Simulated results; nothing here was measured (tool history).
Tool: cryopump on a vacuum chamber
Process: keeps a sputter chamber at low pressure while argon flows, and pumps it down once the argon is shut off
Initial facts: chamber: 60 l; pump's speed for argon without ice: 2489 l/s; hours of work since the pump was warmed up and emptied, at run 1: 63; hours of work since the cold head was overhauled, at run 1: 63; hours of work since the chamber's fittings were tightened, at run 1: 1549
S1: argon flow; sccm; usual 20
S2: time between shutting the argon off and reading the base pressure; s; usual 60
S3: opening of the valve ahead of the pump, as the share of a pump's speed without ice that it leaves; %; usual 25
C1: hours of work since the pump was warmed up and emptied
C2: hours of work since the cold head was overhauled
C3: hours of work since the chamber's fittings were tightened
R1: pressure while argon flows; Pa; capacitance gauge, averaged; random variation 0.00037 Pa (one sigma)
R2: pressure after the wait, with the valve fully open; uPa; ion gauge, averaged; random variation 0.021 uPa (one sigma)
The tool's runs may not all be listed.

| run | hour | S1 | S2 | S3 | C1 | C2 | C3 | R1 | R2 |
|---|---|---|---|---|---|---|---|---|---|
| 1 | 0 | 20 | 60 | 25 | 63 | 63 | 1549 | 0.0553 | 0.97 |
| 2 | 21.7 | 20 | 60 | 25 | 77 | 77 | 1564 | 0.0547 | 1.01 |
| 3 | 36.1 | 20 | 60 | 25 | 86 | 86 | 1573 | 0.055 | 1 |
| 4 | 60.9 | 20 | 60 | 25 | 103 | 103 | 1590 | 0.055 | 1.02 |
| 5 | 74.1 | 20 | 60 | 25 | 112 | 112 | 1598 | 0.0545 | 1.03 |
| 6 | 100.9 | 20 | 60 | 25 | 129 | 129 | 1616 | 0.0552 | 1.05 |
| 7 | 127.9 | 20 | 42 | 25 | 147 | 147 | 1634 | 0.0551 | 1.12 |
| 8 | 155.9 | 20 | 42 | 25 | 166 | 166 | 1652 | 0.0561 | 1.18 |
| 9 | 175.4 | 20 | 42 | 25 | 179 | 179 | 1665 | 0.0548 | 1.17 |
| 10 | 199.7 | 20 | 60 | 25 | 195 | 195 | 1681 | 0.055 | 1.1 |
| 11 | 213.1 | 20 | 60 | 25 | 203 | 203 | 1690 | 0.0553 | 1.13 |
| 12 | 230.6 | 20 | 60 | 25 | 215 | 215 | 1702 | 0.0553 | 1.07 |
| 13 | 242.6 | 20 | 60 | 25 | 223 | 223 | 1710 | 0.055 | 1.11 |
| 14 | 256.7 | 20 | 60 | 25 | 232 | 232 | 1719 | 0.0554 | 1.12 |
| 15 | 282.8 | 20 | 60 | 25 | 249 | 249 | 1736 | 0.0554 | 1.15 |
| 16 | 298.9 | 10 | 114 | 21 | 260 | 260 | 1747 | 0.0329 | 0.97 |
| 17 | 312.1 | 10 | 114 | 21 | 269 | 269 | 1756 | 0.033 | 1.04 |
| 18 | 326 | 30 | 114 | 48 | 278 | 278 | 1765 | 0.0443 | 1.05 |
| 19 | 349.7 | 30 | 114 | 48 | 294 | 294 | 1781 | 0.0445 | 0.97 |
| 20 | 367.5 | 32 | 54 | 56 | 305 | 305 | 1792 | 0.0406 | 1.15 |
| 21 | 387.5 | 32 | 54 | 56 | 319 | 319 | 1806 | 0.0413 | 1.22 |
| 22 | 411.9 | 31 | 40 | 25 | 335 | 335 | 1822 | 0.0868 | 1.3 |
| 23 | 430.3 | 31 | 40 | 25 | 347 | 347 | 1834 | 0.0871 | 1.33 |
| 24 | 443.5 | 20 | 48 | 24 | 356 | 356 | 1842 | 0.0578 | 1.19 |

Below are 4 alternative next runs, each starting from the tool's condition after run 24. Predict each:
| A | 461.1 | 12 | 48 | 24 | 367 | 367 | 1854 | ? | ? |
| B | 461.1 | 27 | 133 | 15 | 367 | 367 | 1854 | ? | ? |
| C | 461.1 | 20 | 103 | 18 | 367 | 367 | 1854 | ? | ? |
| D | 461.1 | 8 | 48 | 55 | 367 | 367 | 1854 | ? | ? |

| run | R1 | R2 |
|---|---|---|
| A | 0.0348 | 1.25 |
| B | 0.1246 | 1.05 |
| C | 0.077 | 1.12 |
| D | 0.0105 | 1.26 |
What these runs would have given with no unlogged condition in the tool:
| run | R1 | R2 |
|---|---|---|
| A | 0.0338 | 0.39 |
| B | 0.1224 | 0.21 |
| C | 0.0754 | 0.26 |
| D | 0.0098 | 0.42 |
